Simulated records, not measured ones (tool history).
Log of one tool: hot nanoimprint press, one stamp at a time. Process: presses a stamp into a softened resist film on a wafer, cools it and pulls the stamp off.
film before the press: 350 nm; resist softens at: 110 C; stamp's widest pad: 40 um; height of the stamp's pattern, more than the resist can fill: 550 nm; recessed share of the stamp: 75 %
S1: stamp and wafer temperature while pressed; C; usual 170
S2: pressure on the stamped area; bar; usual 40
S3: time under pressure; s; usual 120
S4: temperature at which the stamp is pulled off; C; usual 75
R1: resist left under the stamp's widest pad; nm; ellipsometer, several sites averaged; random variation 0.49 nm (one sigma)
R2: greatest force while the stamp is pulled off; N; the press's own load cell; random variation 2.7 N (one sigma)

run    hour   S1    S2   S3  S4     R1   R2
  1       0  170    40  120  75  128.7  162
  2    56.5  170    40  120  75  128.8  168
  3    87.2  170    40  120  75  129.1  168
  4   127.6  170    40  114  75  132.2  181
  5   151.9  177    40  120  75   97.7  180
      170.1  -- plate thermocouple calibrated
  6   204.7  170  52.6  120  75  111.8  189
  7   243.3  170  52.6  120  76  112.3  185
      268.7  -- stamp cleaned and given a new release coat
  8   276.3  170    40  120  75    129  131
      332.2  -- press's hydraulic seals changed and the load cell set to zero
  9   335.9  170    40  120  75  127.5  135
 10   391.2  170    40  120  75  128.4  142
 11   433.4  170    40  120  75  129.1  147
 12   483.6  170    40  120  75  129.6  148
 13   515.8  170    40  120  75    130  166
 14   553.7  170    40  120  64  130.9  201
 15   594.1  170    40  120  64  132.1  210
 16   649.7  170    40  120  64  131.2  213
      674.6  -- plate thermocouple calibrated
 17   682.4  170    40  120  64  125.2  219
 18   711.8  170    40   66  75  157.9  190
 19   762.5  170    25  120  74  157.6  198
      797.1  -- stamp cleaned and given a new release coat
 20   820.6  168    40  120  78  138.5  121
 21   876.2  170  46.4  197  75   96.8  139
 22   902.4  170  46.4  197  75   97.5  140
 23     950  170  46.4  197  75   97.7  148
 24   974.6  170  46.4  197  75   98.2  148
 25  1016.4  170  44.9  120  69  121.9  175
 26  1042.4  170  44.9  120  69    123  181
 27  1083.1  170  44.9  120  82  123.3  148
 28  1109.7  159  35.8  120  72  213.9  178
 29  1159.2  174  30.6  120  72  127.9  185

Hidden state or all else? Some run-to-run changes of R1, split into what the settings, what came in and random variation would give without the hidden state, and what is left for the hidden state (with any gauge scatter that isn't in both results):
The hidden state here: true temperature over the reading, C; pressure that arrives at the usual setting, %; grip of the stamp's worn release coat, % over a new coat's; drift of the gauge itself on residual_nm, %; drift of the gauge itself on pull_off_n, %.
Run 16 -> 17: plate thermocouple calibrated. R1 -6 nm: hidden state -6.4, all else +0.4.
Run 27 -> 28: S1 170 -> 159, S2 44.9 -> 35.8, S4 82 -> 72. R1 +90.6 nm: hidden state +2.2, all else +88.4.
Run 28 -> 29: S1 159 -> 174, S2 35.8 -> 30.6. R1 -86 nm: hidden state -2, all else -84.

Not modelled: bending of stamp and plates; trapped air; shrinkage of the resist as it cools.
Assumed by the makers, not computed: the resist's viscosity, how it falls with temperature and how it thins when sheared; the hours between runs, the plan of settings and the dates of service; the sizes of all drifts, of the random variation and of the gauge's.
